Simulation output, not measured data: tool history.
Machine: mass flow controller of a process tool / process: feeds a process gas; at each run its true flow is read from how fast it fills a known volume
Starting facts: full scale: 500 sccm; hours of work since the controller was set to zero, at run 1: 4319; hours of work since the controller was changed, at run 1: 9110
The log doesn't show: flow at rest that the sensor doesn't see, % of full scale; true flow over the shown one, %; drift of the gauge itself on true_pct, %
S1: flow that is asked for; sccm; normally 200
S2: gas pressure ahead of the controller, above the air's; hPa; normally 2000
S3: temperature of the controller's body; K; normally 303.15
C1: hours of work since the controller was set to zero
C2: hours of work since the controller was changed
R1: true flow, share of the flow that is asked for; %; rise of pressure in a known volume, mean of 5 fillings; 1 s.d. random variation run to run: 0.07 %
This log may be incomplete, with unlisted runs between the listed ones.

run 1 hour=0.0 | S1=200 S2=2000 S3=303.15 | C1=4319 C2=9110 | R1=98.69
run 2 hour=256.8 | S1=200 S2=2000 S3=303.15 | C1=4461 C2=9252 | R1=98.70
-- hour=550.5 controller's zero set anew
run 3 hour=559.9 | S1=200 S2=2000 S3=310.15 | C1=5 C2=9419 | R1=99.35
run 4 hour=927.4 | S1=200 S2=2000 S3=310.15 | C1=208 C2=9622 | R1=99.35
run 5 hour=1142.5 | S1=200 S2=2000 S3=303.15 | C1=327 C2=9741 | R1=98.70
run 6 hour=1338.4 | S1=200 S2=2000 S3=303.15 | C1=436 C2=9850 | R1=98.78
-- hour=1524.9 controller exchanged for a calibrated one
run 7 hour=1670.1 | S1=200 S2=2000 S3=303.15 | C1=80 C2=80 | R1=98.76
run 8 hour=2081.9 | S1=200 S2=2000 S3=303.15 | C1=308 C2=308 | R1=98.68
run 9 hour=2477.3 | S1=200 S2=2000 S3=303.15 | C1=527 C2=527 | R1=98.74
run 10 hour=2895.8 | S1=200 S2=2000 S3=313.15 | C1=758 C2=758 | R1=99.57
run 11 hour=3253.6 | S1=200 S2=2000 S3=313.15 | C1=956 C2=956 | R1=99.59
run 12 hour=3640.9 | S1=200 S2=2000 S3=303.15 | C1=1170 C2=1170 | R1=98.80
run 13 hour=3944.7 | S1=200 S2=1910 S3=303.15 | C1=1338 C2=1338 | R1=98.78
run 14 hour=4138.8 | S1=200 S2=2630 S3=309.15 | C1=1446 C2=1446 | R1=99.71
run 15 hour=4489.8 | S1=69 S2=2130 S3=295.15 | C1=1640 C2=1640 | R1=97.40
run 16 hour=4805.2 | S1=221 S2=1850 S3=293.15 | C1=1814 C2=1814 | R1=97.89
run 17 hour=5064.0 | S1=221 S2=1850 S3=293.15 | C1=1957 C2=1957 | R1=97.85
run 18 hour=5405.7 | S1=200 S2=1410 S3=307.15 | C1=2146 C2=2146 | R1=98.77
run 19 hour=5721.4 | S1=200 S2=1610 S3=303.15 | C1=2321 C2=2321 | R1=98.55
run 20 hour=5925.4 | S1=200 S2=1610 S3=303.15 | C1=2434 C2=2434 | R1=98.45
run 21 hour=6326.1 | S1=200 S2=1460 S3=298.15 | C1=2655 C2=2655 | R1=97.79
run 22 hour=6634.3 | S1=200 S2=1460 S3=297.15 | C1=2826 C2=2826 | R1=97.99

Run 23, settings as shown, results not yet in. Your forecast:
run 23 hour=6931.5 | S1=200 S2=1460 S3=297.15 | C1=2990 C2=2990 | R1=?

R1: 97.92 %
On a tool with no hidden condition, and with the same random variation, this run would have come out at R1 97.92 %.

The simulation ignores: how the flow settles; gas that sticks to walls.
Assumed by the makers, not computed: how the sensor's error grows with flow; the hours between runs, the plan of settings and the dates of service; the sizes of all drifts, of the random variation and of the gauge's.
